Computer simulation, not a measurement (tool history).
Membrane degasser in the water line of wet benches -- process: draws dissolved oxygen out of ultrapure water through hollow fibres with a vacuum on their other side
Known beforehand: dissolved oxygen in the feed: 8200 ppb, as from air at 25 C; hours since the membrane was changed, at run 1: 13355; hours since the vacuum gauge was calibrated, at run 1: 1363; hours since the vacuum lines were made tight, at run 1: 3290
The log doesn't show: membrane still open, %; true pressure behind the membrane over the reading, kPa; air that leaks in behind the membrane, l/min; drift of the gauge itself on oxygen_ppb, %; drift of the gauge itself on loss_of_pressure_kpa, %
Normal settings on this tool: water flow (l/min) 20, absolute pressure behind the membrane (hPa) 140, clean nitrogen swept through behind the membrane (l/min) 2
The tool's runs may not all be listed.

run	hour	water flow (l/min)	absolute pressure behind the membrane (hPa)	clean nitrogen swept through behind the membrane (l/min)	hours since the membrane was changed	hours since the vacuum gauge was calibrated	hours since the vacuum lines were made tight	dissolved oxygen in the water behind the degasser (ppb)	pressure that the water loses in the fibres (hPa)
1	0	20	140	2	13355	1363	3290	472.8	505.9
2	338.3	20	140	2	13693	1701	3628	471.3	507.4
3	553.3	20	140	2	13908	1916	3843	464.2	508
4	719.3	20	140	2	14074	2082	4009	463	508
5	921.1	20	140	2	14276	2284	4211	468.4	510
6	1096.7	20	140	2	14451	2460	4386	475.7	511
7	1416	20	140	2	14771	2779	4706	470.2	507.2
8	1770.9	20	140	2	15126	3134	5061	470.8	508.1
9	2029	20	213	2	15384	3392	5319	619.9	506
10	2177.6	20	213	2	15532	3540	5467	627.3	509.7
11	2373.8	20	213	2	15729	3737	5664	623.2	509.9
12	2604.1	20	213	2	15959	3967	5894	629.2	509
13	2862.2	20	140	2	16217	4225	6152	463.6	508.9
14	3021.4	20	140	2	16376	4384	6311	475.9	508
15	3247.3	20	140	2	16602	4610	6537	470	505.8
16	3578.2	20	140	2	16933	4941	6868	478.7	510.9
17	3823.9	20	113	2	17179	5187	7114	411.9	509.3
18	4157.9	16	128	2.3	17513	5521	7448	337.1	408.5
19	4320	17	115	3.6	17675	5683	7610	288.6	432.4
20	4467.8	17	115	3.53	17823	5831	7758	287.2	431.8
21	4649.8	21	347	1.39	18005	6013	7940	1171.1	534.5
22	4846.9	21	347	1.39	18202	6210	8137	1170.5	540.9
23	5038.4	21	347	1.39	18393	6401	8328	1165	533.7
24	5265	21	347	1.39	18620	6628	8555	1164.8	536.3
25	5537.7	12	140	2.73	18892	6901	8828	230.9	308.2
26	5809.2	18	89	2	19164	7172	9099	329.4	456
27	6057.9	13	174	1.96	19413	7421	9348	348.2	332
# hour 6078.5: membrane cartridge changed
28	6243.2	13	123	1.19	165	7602	9529	356.5	330.5
# hour 6289.1: seals of the vacuum lines changed
# hour 6381.7: vacuum gauge calibrated
29	6406.2	13	139	2	325	24	117	294.4	330.6
30	6727.6	20	107	2	647	346	438	399.2	508.3
31	6967.4	20	107	2	886	586	678	399.9	509.3
32	7126.9	20	107	2	1046	745	837	404	507.2
33	7301	29	269	1.86	1220	919	1011	1074.7	738

Below are 3 alternative next runs, each starting from the tool's condition after run 33. Predict each:
A	7630.1	20	170	2	1549	1248	1340	?	?
B	7630.1	15	129	1.47	1549	1248	1340	?	?
C	7630.1	29	269	4.12	1549	1248	1340	?	?

run	dissolved oxygen in the water behind the degasser (ppb)	pressure that the water loses in the fibres (hPa)
A	529	513.7
B	387.6	378.7
C	710.1	736.3
Take away the tool's hidden state, keep each run's random variation, and the runs would have read:
run	dissolved oxygen in the water behind the degasser (ppb)	pressure that the water loses in the fibres (hPa)
A	528.8	513.6
B	387.4	378.6
C	709.9	736.2

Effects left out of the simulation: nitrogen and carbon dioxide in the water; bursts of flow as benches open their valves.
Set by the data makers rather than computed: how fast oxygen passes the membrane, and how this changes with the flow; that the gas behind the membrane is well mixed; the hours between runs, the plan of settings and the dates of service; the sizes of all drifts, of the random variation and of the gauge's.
